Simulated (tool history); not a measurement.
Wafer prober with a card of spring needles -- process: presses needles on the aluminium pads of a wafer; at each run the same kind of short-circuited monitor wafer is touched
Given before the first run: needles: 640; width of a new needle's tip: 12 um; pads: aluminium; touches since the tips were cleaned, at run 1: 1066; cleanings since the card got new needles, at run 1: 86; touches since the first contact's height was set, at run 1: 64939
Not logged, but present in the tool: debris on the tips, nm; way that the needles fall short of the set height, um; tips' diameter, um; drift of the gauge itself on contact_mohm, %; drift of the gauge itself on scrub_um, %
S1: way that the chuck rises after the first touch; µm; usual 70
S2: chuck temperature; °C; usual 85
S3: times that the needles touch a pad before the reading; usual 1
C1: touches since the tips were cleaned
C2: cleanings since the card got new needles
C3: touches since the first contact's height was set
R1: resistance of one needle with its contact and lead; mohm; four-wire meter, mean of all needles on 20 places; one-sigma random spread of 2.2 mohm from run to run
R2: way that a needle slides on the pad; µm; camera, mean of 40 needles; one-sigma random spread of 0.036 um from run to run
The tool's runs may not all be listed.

run    hour  S1   S2  S3    C1   C2      C3   R1     R2
  1     0.0  70   85   1  1066   86   64939  249  12.50
        4.5  -- tips cleaned on abrasive film
       15.5  -- tips cleaned on abrasive film
       26.6  -- tips cleaned on abrasive film
       35.5  -- tips cleaned on abrasive film
       46.5  -- tips cleaned on abrasive film
       57.6  -- tips cleaned on abrasive film
       68.6  -- tips cleaned on abrasive film
       79.7  -- tips cleaned on abrasive film
  2    87.7  70   85   1  1890   94   85371  251  12.47
       90.0  -- tips cleaned on abrasive film
      101.1  -- tips cleaned on abrasive film
      112.2  -- tips cleaned on abrasive film
      121.0  -- tips cleaned on abrasive film
      132.1  -- tips cleaned on abrasive film
      141.0  -- tips cleaned on abrasive film
      152.0  -- tips cleaned on abrasive film
  3   160.1  70   84   1  1910  101  102219  253  12.42
      162.4  -- tips cleaned on abrasive film
      171.3  -- tips cleaned on abrasive film
      182.4  -- tips cleaned on abrasive film
      193.4  -- tips cleaned on abrasive film
      202.3  -- tips cleaned on abrasive film
  4   208.3  70   85   1  1405  106  113411  249  12.32
      212.8  -- tips cleaned on abrasive film
      221.6  -- tips cleaned on abrasive film
      232.7  -- tips cleaned on abrasive film
      241.6  -- tips cleaned on abrasive film
      252.6  -- tips cleaned on abrasive film
      262.0  -- tips cleaned on abrasive film
  5   262.0  70   85   1     0  112  125895  235  12.24
      273.0  -- tips cleaned on abrasive film
      284.1  -- tips cleaned on abrasive film
      293.0  -- tips cleaned on abrasive film
      304.0  -- tips cleaned on abrasive film
      312.9  -- tips cleaned on abrasive film
      324.0  -- tips cleaned on abrasive film
      335.0  -- tips cleaned on abrasive film
      339.7  -- height of the first contact set anew
      346.4  -- tips cleaned on abrasive film
  6   349.6  70   85   1   764  120    2309  242  12.75
      356.3  -- tips cleaned on abrasive film
      365.2  -- tips cleaned on abrasive film
      376.2  -- tips cleaned on abrasive film
      387.3  -- tips cleaned on abrasive film
      396.2  -- tips cleaned on abrasive film
      407.2  -- tips cleaned on abrasive film
  7   412.4  70   85   1  1220  126   16922  249  12.66
      416.9  -- tips cleaned on abrasive film
      425.8  -- tips cleaned on abrasive film
      436.8  -- tips cleaned on abrasive film
      445.7  -- tips cleaned on abrasive film
      456.8  -- tips cleaned on abrasive film
      465.6  -- tips cleaned on abrasive film
      476.7  -- tips cleaned on abrasive film
      487.7  -- tips cleaned on abrasive film
      498.7  -- tips cleaned on abrasive film
  8   498.7  70   85   1     0  135   36977  238  12.62
      507.5  -- tips cleaned on abrasive film
      516.4  -- tips cleaned on abrasive film
      527.5  -- tips cleaned on abrasive film
      538.5  -- tips cleaned on abrasive film
      547.4  -- tips cleaned on abrasive film
      558.4  -- tips cleaned on abrasive film
  9   558.6  70   54   1    47  141   50932  229  12.55
      567.5  -- tips cleaned on abrasive film
      578.6  -- tips cleaned on abrasive film
      589.6  -- tips cleaned on abrasive film
      600.7  -- tips cleaned on abrasive film
      609.6  -- tips cleaned on abrasive film
      620.6  -- tips cleaned on abrasive film
      630.9  -- tips cleaned on abrasive film
 10   630.9  70   54   1     0  148   67738  233  12.53
      639.7  -- tips cleaned on abrasive film
      650.8  -- tips cleaned on abrasive film
      661.9  -- tips cleaned on abrasive film
 11   667.4  70   54   1  1306  151   76256  243  12.44
      671.9  -- tips cleaned on abrasive film
      683.0  -- tips cleaned on abrasive film
      694.0  -- tips cleaned on abrasive film
      705.1  -- tips cleaned on abrasive film
      713.9  -- tips cleaned on abrasive film
      725.0  -- tips cleaned on abrasive film
      733.9  -- tips cleaned on abrasive film
      744.6  -- tips cleaned on abrasive film
 12   744.6  69  116   2     0  159   94211  249  12.18
      755.7  -- tips cleaned on abrasive film
      766.7  -- tips cleaned on abrasive film
      777.8  -- tips cleaned on abrasive film
      788.9  -- tips cleaned on abrasive film
 13   794.3  88  116   1  1286  163  105799  249  15.62
      798.8  -- tips cleaned on abrasive film
      807.7  -- tips cleaned on abrasive film
      816.6  -- tips cleaned on abrasive film
      825.4  -- tips cleaned on abrasive film
      836.5  -- tips cleaned on abrasive film
      845.3  -- tips cleaned on abrasive film
      856.4  -- tips cleaned on abrasive film
      867.5  -- tips cleaned on abrasive film
 14   868.1  74   85   1   147  171  122945  240  13.02
      877.0  -- tips cleaned on abrasive film
      888.0  -- tips cleaned on abrasive film
      899.1  -- tips cleaned on abrasive film
      910.1  -- tips cleaned on abrasive film
      919.0  -- tips cleaned on abrasive film
      930.1  -- tips cleaned on abrasive film
      938.9  -- tips cleaned on abrasive film
      950.0  -- tips cleaned on abrasive film
 15   952.4  66   37   3   559  179  142562  229  11.49
      959.1  -- tips cleaned on abrasive film
      959.4  -- height of the first contact set anew
      970.4  -- tips cleaned on abrasive film
      981.5  -- tips cleaned on abrasive film
      992.5  -- tips cleaned on abrasive film
     1001.4  -- tips cleaned on abrasive film
     1010.3  -- tips cleaned on abrasive film
     1021.3  -- tips cleaned on abrasive film
     1032.4  -- tips cleaned on abrasive film
 16  1034.6  70   39   1   513  187   17511  233  12.77
     1043.4  -- tips cleaned on abrasive film
     1054.5  -- tips cleaned on abrasive film
     1063.4  -- tips cleaned on abrasive film
     1074.4  -- tips cleaned on abrasive film
     1083.3  -- tips cleaned on abrasive film
 17  1090.8  70   39   1  1756  192   30600  243  12.67
     1093.1  -- tips cleaned on abrasive film
     1101.9  -- tips cleaned on abrasive film
     1113.0  -- tips cleaned on abrasive film
     1121.9  -- tips cleaned on abrasive film
 18  1129.1  67  103   1  1700  196   39513  261  12.10
     1131.4  -- tips cleaned on abrasive film
     1142.5  -- tips cleaned on abrasive film
     1153.5  -- tips cleaned on abrasive film
     1164.6  -- tips cleaned on abrasive film
     1173.4  -- tips cleaned on abrasive film
     1184.5  -- tips cleaned on abrasive film
     1195.6  -- tips cleaned on abrasive film
 19  1201.4  54   61   2  1363  203   56329  249   9.63
     1205.8  -- tips cleaned on abrasive film
     1216.9  -- tips cleaned on abrasive film
     1225.8  -- tips cleaned on abrasive film
     1236.8  -- tips cleaned on abrasive film
 20  1242.3  75   36   2  1293  207   65863  235  13.47
     1246.8  -- tips cleaned on abrasive film
     1257.9  -- tips cleaned on abrasive film
     1266.7  -- tips cleaned on abrasive film
     1277.8  -- tips cleaned on abrasive film
     1288.9  -- tips cleaned on abrasive film
     1297.7  -- tips cleaned on abrasive film
 21  1306.3  75   36   2  2019  213   80760  232  13.36
     1308.6  -- tips cleaned on abrasive film
     1317.5  -- tips cleaned on abrasive film
     1328.5  -- tips cleaned on abrasive film
     1337.4  -- tips cleaned on abrasive film
 22  1345.7  72   33   1  1944  217   89916  243  12.78

Below, some changes in R1 between adjacent runs. For each, the amount present without the hidden state too (settings, incoming material, random variation) and the amount remaining for the hidden state with gauge scatter not shared by both compared results:
Run 4 -> 5: tips cleaned on abrasive film, tips cleaned on abrasive film, tips cleaned on abrasive film, tips cleaned on abrasive film, tips cleaned on abrasive film, tips cleaned on abrasive film. R1 -14 mohm: hidden state -12, all else -2.
Run 11 -> 12: S1 70 -> 69, S2 54 -> 116, S3 1 -> 2, tips cleaned on abrasive film, tips cleaned on abrasive film, tips cleaned on abrasive film, tips cleaned on abrasive film, tips cleaned on abrasive film, tips cleaned on abrasive film, tips cleaned on abrasive film, tips cleaned on abrasive film. R1 +6 mohm: hidden state -13, all else +19.
Run 17 -> 18: S1 70 -> 67, S2 39 -> 103, tips cleaned on abrasive film, tips cleaned on abrasive film, tips cleaned on abrasive film, tips cleaned on abrasive film. R1 +18 mohm: hidden state -1, all else +19.
